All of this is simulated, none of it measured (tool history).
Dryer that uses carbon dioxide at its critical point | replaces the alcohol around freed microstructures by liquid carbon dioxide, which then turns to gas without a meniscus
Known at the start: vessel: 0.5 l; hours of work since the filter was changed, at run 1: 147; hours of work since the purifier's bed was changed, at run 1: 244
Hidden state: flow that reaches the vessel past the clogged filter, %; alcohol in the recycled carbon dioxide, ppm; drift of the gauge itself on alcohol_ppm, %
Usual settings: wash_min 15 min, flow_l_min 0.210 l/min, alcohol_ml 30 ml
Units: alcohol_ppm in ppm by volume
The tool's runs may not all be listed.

| run | day | wash_min | flow_l_min | alcohol_ml | hours of work since the filter was changed | hours of work since the purifier's bed was changed | alcohol_ppm |
|---|---|---|---|---|---|---|---|
| 1 | 0.000 | 15 | 0.210 | 30 | 147 | 244 | 351 |
| 2 | 2.054 | 15 | 0.210 | 30 | 184 | 281 | 372 |
| 3 | 3.800 | 11 | 0.210 | 30 | 216 | 313 | 1369 |
| 4 | 5.438 | 11 | 0.210 | 30 | 246 | 343 | 1462 |
| 5 | 7.446 | 11 | 0.210 | 30 | 283 | 380 | 1571 |
| 6 | 8.592 | 11 | 0.210 | 90 | 304 | 401 | 4448 |
| 7 | 9.888 | 15 | 0.210 | 42 | 328 | 425 | 652 |
| 8 | 11.108 | 15 | 0.210 | 42 | 350 | 447 | 695 |
| 9 | 12.721 | 12 | 0.210 | 30 | 380 | 477 | 1265 |
| 10 | 13.646 | 15 | 0.210 | 30 | 396 | 494 | 551 |
| 11 | 15.350 | 15 | 0.210 | 30 | 428 | 525 | 598 |
| 12 | 16.312 | 15 | 0.210 | 30 | 445 | 542 | 603 |
| 13 | 17.667 | 15 | 0.210 | 30 | 470 | 567 | 614 |
| 14 | 18.975 | 15 | 0.210 | 30 | 494 | 591 | 672 |
| 15 | 20.942 | 15 | 0.210 | 30 | 530 | 627 | 693 |
| 16 | 22.329 | 20 | 0.214 | 76 | 555 | 652 | 409 |
|  | 22.683 | inlet filter changed |
| 17 | 23.317 | 10 | 0.231 | 30 | 12 | 670 | 1111 |
| 18 | 24.992 | 17 | 0.234 | 26 | 42 | 700 | 217 |
| 19 | 26.292 | 17 | 0.234 | 26 | 66 | 724 | 222 |
| 20 | 27.425 | 21 | 0.322 | 30 | 87 | 745 | 167 |
| 21 | 29.121 | 16 | 0.137 | 103 | 118 | 776 | 5576 |
| 22 | 31.233 | 12 | 0.157 | 39 | 157 | 815 | 3715 |
| 23 | 32.783 | 10 | 0.147 | 30 | 185 | 843 | 5721 |
| 24 | 34.750 | 10 | 0.147 | 30 | 221 | 879 | 5776 |
| 25 | 36.258 | 12 | 0.335 | 29 | 249 | 907 | 266 |
| 26 | 37.650 | 15 | 0.326 | 30 | 274 | 932 | 224 |
| 27 | 39.592 | 12 | 0.139 | 50 | 310 | 968 | 7631 |
| 28 | 40.725 | 15 | 0.309 | 30 | 330 | 989 | 251 |

3 ways to go on from here, each from the tool as it stands after run 28. What would each give?
| A | 42.000 | 17 | 0.164 | 50 | 354 | 1012 | ? |
| B | 42.000 | 11 | 0.210 | 32 | 354 | 1012 | ? |
| C | 42.000 | 20 | 0.309 | 30 | 354 | 1012 | ? |

| run | alcohol_ppm |
|---|---|
| A | 1590 |
| B | 1845 |
| C | 230 |
Without the tool's hidden state the same runs would have given:
| run | alcohol_ppm |
|---|---|
| A | 819 |
| B | 1057 |
| C | 7 |
